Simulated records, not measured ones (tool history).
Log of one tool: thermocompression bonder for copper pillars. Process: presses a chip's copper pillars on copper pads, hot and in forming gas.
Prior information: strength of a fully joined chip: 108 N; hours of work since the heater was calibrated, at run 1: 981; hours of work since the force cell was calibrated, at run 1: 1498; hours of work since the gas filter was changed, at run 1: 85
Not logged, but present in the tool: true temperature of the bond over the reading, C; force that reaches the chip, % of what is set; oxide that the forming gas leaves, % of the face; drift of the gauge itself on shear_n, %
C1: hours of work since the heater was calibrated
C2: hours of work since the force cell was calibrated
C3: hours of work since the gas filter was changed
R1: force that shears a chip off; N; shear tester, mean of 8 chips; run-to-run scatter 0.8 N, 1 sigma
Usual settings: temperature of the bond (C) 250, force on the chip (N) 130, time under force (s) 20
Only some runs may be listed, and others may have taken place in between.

Run 1, hour 0: usual settings; C1 981; C2 1498; C3 85. Result: R1 62.3 N.
Run 2, hour 36.1: usual settings; C1 1006; C2 1523; C3 111. Result: R1 60.3 N.
At hour 75.5: forming gas filter changed.
Run 3, hour 75.5: usual settings but force on the chip (N) 120; C1 1034; C2 1551; C3 0. Result: R1 62.6 N.
Run 4, hour 113.2: usual settings but force on the chip (N) 120; C1 1061; C2 1578; C3 27. Result: R1 60.9 N.
Run 5, hour 162.6: usual settings but force on the chip (N) 120; C1 1096; C2 1613; C3 62. Result: R1 61.6 N.
Run 6, hour 191.8: usual settings but temperature of the bond (C) 265; C1 1116; C2 1633; C3 82. Result: R1 73.4 N.
Run 7, hour 243: usual settings; C1 1153; C2 1670; C3 119. Result: R1 61.4 N.
At hour 270.2: heater calibrated with a thermocouple chip.
At hour 275.4: forming gas filter changed.
Run 8, hour 302.7: usual settings but temperature of the bond (C) 260, force on the chip (N) 140; C1 23; C2 1710; C3 19. Result: R1 66.4 N.
Run 9, hour 328.2: usual settings but temperature of the bond (C) 234, force on the chip (N) 102, time under force (s) 11; C1 41; C2 1728; C3 37. Result: R1 29.7 N.
Run 10, hour 384.8: usual settings but temperature of the bond (C) 272, force on the chip (N) 154, time under force (s) 55; C1 81; C2 1769; C3 78. Result: R1 89.9 N.
Run 11, hour 443: usual settings but temperature of the bond (C) 222, force on the chip (N) 154, time under force (s) 33; C1 122; C2 1810; C3 119. Result: R1 46.8 N.
Run 12, hour 467.6: usual settings but force on the chip (N) 137; C1 140; C2 1827; C3 136. Result: R1 53.3 N.
At hour 470.7: forming gas filter changed.
Run 13, hour 501.2: usual settings but force on the chip (N) 90, time under force (s) 32; C1 163; C2 1851; C3 22. Result: R1 56.3 N.
At hour 508.8: force cell calibrated.
Run 14, hour 527.6: usual settings but time under force (s) 29; C1 181; C2 13; C3 39. Result: R1 67.1 N.

A few steps of R1 between consecutive runs. Split each: what settings, incoming material and random variation would produce without the hidden state, and what is left over for the hidden state, along with gauge scatter present in only one of the two compared results (measured, and without hidden state):
Run 9 -> 10: temperature of the bond (C) 234 -> 272, force on the chip (N) 102 -> 154, time under force (s) 11 -> 55. R1 +60.2 N: hidden state -5, all else +65.2.
Run 12 -> 13: force on the chip (N) 137 -> 90, time under force (s) 20 -> 32, forming gas filter changed. R1 +3 N: hidden state +6.3, all else -3.3.

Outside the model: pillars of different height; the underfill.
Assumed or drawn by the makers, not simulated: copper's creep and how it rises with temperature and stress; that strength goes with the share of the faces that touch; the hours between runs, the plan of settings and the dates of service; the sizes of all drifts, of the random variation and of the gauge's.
